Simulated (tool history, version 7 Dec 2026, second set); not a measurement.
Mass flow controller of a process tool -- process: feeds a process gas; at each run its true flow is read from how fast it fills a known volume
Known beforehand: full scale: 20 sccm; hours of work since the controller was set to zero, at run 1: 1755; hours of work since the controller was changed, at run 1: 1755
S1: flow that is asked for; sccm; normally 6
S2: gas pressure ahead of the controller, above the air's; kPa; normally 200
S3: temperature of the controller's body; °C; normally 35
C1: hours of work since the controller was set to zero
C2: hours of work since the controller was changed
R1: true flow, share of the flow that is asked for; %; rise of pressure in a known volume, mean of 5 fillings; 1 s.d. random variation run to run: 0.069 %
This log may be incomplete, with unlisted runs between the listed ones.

run 1 day=0 | S1=6 S2=200 S3=35 | C1=1755 C2=1755 | R1=96.49
run 2 day=2.258 | S1=6 S2=200 S3=35 | C1=1787 C2=1787 | R1=96.52
run 3 day=5.075 | S1=6 S2=200 S3=35 | C1=1828 C2=1828 | R1=96.43
run 4 day=7.012 | S1=6 S2=200 S3=35 | C1=1856 C2=1856 | R1=96.47
run 5 day=9.221 | S1=6 S2=274 S3=35 | C1=1887 C2=1887 | R1=96.59
run 6 day=11.733 | S1=6 S2=274 S3=35 | C1=1924 C2=1924 | R1=96.47
run 7 day=14 | S1=6 S2=274 S3=35 | C1=1956 C2=1956 | R1=96.4
run 8 day=16.146 | S1=6 S2=274 S3=35 | C1=1987 C2=1987 | R1=96.51
run 9 day=18.067 | S1=6 S2=200 S3=24 | C1=2014 C2=2014 | R1=97.41
run 10 day=22.283 | S1=6 S2=200 S3=24 | C1=2075 C2=2075 | R1=97.37
run 11 day=26.446 | S1=12 S2=229 S3=21 | C1=2135 C2=2135 | R1=98.76
run 12 day=30.688 | S1=12 S2=202 S3=22 | C1=2196 C2=2196 | R1=98.33
run 13 day=33.95 | S1=12 S2=202 S3=22 | C1=2243 C2=2243 | R1=98.5
run 14 day=35.912 | S1=5 S2=156 S3=37 | C1=2271 C2=2271 | R1=95.47
run 15 day=38.079 | S1=5 S2=156 S3=37 | C1=2302 C2=2302 | R1=95.43

Run 16 comes next. What will it give?
run 16 day=42.075 | S1=5 S2=156 S3=37 | C1=2359 C2=2359 | R1=?

Run 16 yielded R1 95.44 %.
The same run, on a tool lacking any hidden state, would have yielded R1 96.08 %.

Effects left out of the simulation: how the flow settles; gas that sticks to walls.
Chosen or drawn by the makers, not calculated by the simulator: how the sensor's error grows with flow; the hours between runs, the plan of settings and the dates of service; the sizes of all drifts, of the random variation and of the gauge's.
